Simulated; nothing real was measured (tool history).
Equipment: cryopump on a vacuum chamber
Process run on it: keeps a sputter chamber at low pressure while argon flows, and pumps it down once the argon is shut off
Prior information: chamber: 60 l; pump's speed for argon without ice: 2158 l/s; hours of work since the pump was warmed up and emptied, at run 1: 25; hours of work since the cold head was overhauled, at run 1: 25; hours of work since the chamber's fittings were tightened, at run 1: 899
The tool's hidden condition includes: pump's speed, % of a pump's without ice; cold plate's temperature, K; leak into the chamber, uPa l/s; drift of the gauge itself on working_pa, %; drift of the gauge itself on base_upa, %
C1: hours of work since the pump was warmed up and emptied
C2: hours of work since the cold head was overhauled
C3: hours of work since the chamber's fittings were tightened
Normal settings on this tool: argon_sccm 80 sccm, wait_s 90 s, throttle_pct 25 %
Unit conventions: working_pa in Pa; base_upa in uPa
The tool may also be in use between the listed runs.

{"run": 1, "day": 0.0, "argon_sccm": 80, "wait_s": 90, "throttle_pct": 25, "C1": 25, "C2": 25, "C3": 899, "working_pa": 0.2513, "base_upa": 0.99}
{"run": 2, "day": 0.254, "argon_sccm": 80, "wait_s": 167, "throttle_pct": 25, "C1": 29, "C2": 29, "C3": 904, "working_pa": 0.2536, "base_upa": 0.89}
{"run": 3, "day": 0.521, "argon_sccm": 76, "wait_s": 90, "throttle_pct": 25, "C1": 34, "C2": 34, "C3": 908, "working_pa": 0.2387, "base_upa": 0.98}
{"run": 4, "day": 0.817, "argon_sccm": 80, "wait_s": 90, "throttle_pct": 25, "C1": 39, "C2": 39, "C3": 913, "working_pa": 0.2503, "base_upa": 1}
{"run": 5, "day": 1.308, "argon_sccm": 80, "wait_s": 90, "throttle_pct": 25, "C1": 47, "C2": 47, "C3": 921, "working_pa": 0.2508, "base_upa": 1}
{"run": 6, "day": 1.846, "argon_sccm": 80, "wait_s": 90, "throttle_pct": 25, "C1": 56, "C2": 56, "C3": 930, "working_pa": 0.252, "base_upa": 1}
{"run": 7, "day": 2.188, "argon_sccm": 80, "wait_s": 46, "throttle_pct": 25, "C1": 62, "C2": 62, "C3": 936, "working_pa": 0.2532, "base_upa": 1.22}
{"run": 8, "day": 2.7, "argon_sccm": 80, "wait_s": 90, "throttle_pct": 25, "C1": 70, "C2": 70, "C3": 944, "working_pa": 0.2505, "base_upa": 1.03}
{"run": 9, "day": 3.288, "argon_sccm": 80, "wait_s": 90, "throttle_pct": 25, "C1": 80, "C2": 80, "C3": 954, "working_pa": 0.2527, "base_upa": 0.99}
{"run": 10, "day": 3.608, "argon_sccm": 84, "wait_s": 90, "throttle_pct": 25, "C1": 86, "C2": 86, "C3": 960, "working_pa": 0.263, "base_upa": 1.02}
{"run": 11, "day": 3.896, "argon_sccm": 84, "wait_s": 90, "throttle_pct": 25, "C1": 90, "C2": 90, "C3": 964, "working_pa": 0.2664, "base_upa": 1.01}
{"run": 12, "day": 4.467, "argon_sccm": 84, "wait_s": 90, "throttle_pct": 25, "C1": 100, "C2": 100, "C3": 974, "working_pa": 0.2645, "base_upa": 0.96}
{"run": 13, "day": 4.954, "argon_sccm": 84, "wait_s": 90, "throttle_pct": 25, "C1": 108, "C2": 108, "C3": 982, "working_pa": 0.2661, "base_upa": 1.04}
{"run": 14, "day": 5.533, "argon_sccm": 160, "wait_s": 90, "throttle_pct": 25, "C1": 118, "C2": 118, "C3": 992, "working_pa": 0.504, "base_upa": 1.04}
{"run": 15, "day": 6.067, "argon_sccm": 80, "wait_s": 151, "throttle_pct": 19, "C1": 127, "C2": 127, "C3": 1001, "working_pa": 0.3309, "base_upa": 0.97}
{"run": 16, "day": 6.371, "argon_sccm": 80, "wait_s": 151, "throttle_pct": 19, "C1": 132, "C2": 132, "C3": 1006, "working_pa": 0.3323, "base_upa": 0.97}
{"run": 17, "day": 6.946, "argon_sccm": 33, "wait_s": 25, "throttle_pct": 50, "C1": 141, "C2": 141, "C3": 1016, "working_pa": 0.0531, "base_upa": 1.71}
{"run": 18, "day": 7.429, "argon_sccm": 33, "wait_s": 24, "throttle_pct": 50, "C1": 149, "C2": 149, "C3": 1024, "working_pa": 0.0524, "base_upa": 1.76}
{"run": 19, "day": 7.85, "argon_sccm": 33, "wait_s": 97, "throttle_pct": 27, "C1": 157, "C2": 157, "C3": 1031, "working_pa": 0.097, "base_upa": 1.1}
{"run": 20, "day": 8.367, "argon_sccm": 83, "wait_s": 126, "throttle_pct": 52, "C1": 165, "C2": 165, "C3": 1039, "working_pa": 0.1282, "base_upa": 0.96}
{"run": 21, "day": 8.854, "argon_sccm": 83, "wait_s": 126, "throttle_pct": 36, "C1": 173, "C2": 173, "C3": 1047, "working_pa": 0.1841, "base_upa": 1.03}
{"run": 22, "day": 9.254, "argon_sccm": 83, "wait_s": 126, "throttle_pct": 36, "C1": 180, "C2": 180, "C3": 1054, "working_pa": 0.1815, "base_upa": 1.03}
{"run": 23, "day": 9.779, "argon_sccm": 83, "wait_s": 126, "throttle_pct": 36, "C1": 189, "C2": 189, "C3": 1063, "working_pa": 0.1832, "base_upa": 1.07}
{"run": 24, "day": 10.283, "argon_sccm": 89, "wait_s": 126, "throttle_pct": 36, "C1": 197, "C2": 197, "C3": 1071, "working_pa": 0.1965, "base_upa": 1.07}
{"run": 25, "day": 10.571, "argon_sccm": 35, "wait_s": 90, "throttle_pct": 34, "C1": 202, "C2": 202, "C3": 1076, "working_pa": 0.0826, "base_upa": 1.13}
{"run": 26, "day": 11.021, "argon_sccm": 35, "wait_s": 90, "throttle_pct": 34, "C1": 210, "C2": 210, "C3": 1084, "working_pa": 0.0815, "base_upa": 1.09}
{"run": 27, "day": 11.6, "argon_sccm": 133, "wait_s": 90, "throttle_pct": 25, "C1": 219, "C2": 219, "C3": 1093, "working_pa": 0.4201, "base_upa": 1.08}
{"run": 28, "day": 11.912, "argon_sccm": 53, "wait_s": 37, "throttle_pct": 25, "C1": 224, "C2": 224, "C3": 1099, "working_pa": 0.1682, "base_upa": 1.52}

Below are 5 alternative next runs, each starting from the tool's condition after run 28. Predict each:
{"run": "A", "day": 12.496, "argon_sccm": 53, "wait_s": 40, "throttle_pct": 22, "C1": 234, "C2": 234, "C3": 1108, "working_pa": "?", "base_upa": "?"}
{"run": "B", "day": 12.496, "argon_sccm": 76, "wait_s": 37, "throttle_pct": 39, "C1": 234, "C2": 234, "C3": 1108, "working_pa": "?", "base_upa": "?"}
{"run": "C", "day": 12.496, "argon_sccm": 96, "wait_s": 35, "throttle_pct": 25, "C1": 234, "C2": 234, "C3": 1108, "working_pa": "?", "base_upa": "?"}
{"run": "D", "day": 12.496, "argon_sccm": 113, "wait_s": 52, "throttle_pct": 39, "C1": 234, "C2": 234, "C3": 1108, "working_pa": "?", "base_upa": "?"}
{"run": "E", "day": 12.496, "argon_sccm": 53, "wait_s": 27, "throttle_pct": 25, "C1": 234, "C2": 234, "C3": 1108, "working_pa": "?", "base_upa": "?"}

run=A working_pa=0.1917 base_upa=1.5
run=B working_pa=0.1573 base_upa=1.5
run=C working_pa=0.306 base_upa=1.52
run=D working_pa=0.2306 base_upa=1.37
run=E working_pa=0.1685 base_upa=1.77
Take away the tool's hidden state, keep each run's random variation, and the runs would have read:
run=A working_pa=0.1896 base_upa=0.75
run=B working_pa=0.1542 base_upa=0.75
run=C working_pa=0.3022 base_upa=0.78
run=D working_pa=0.2261 base_upa=0.61
run=E working_pa=0.1664 base_upa=1.01
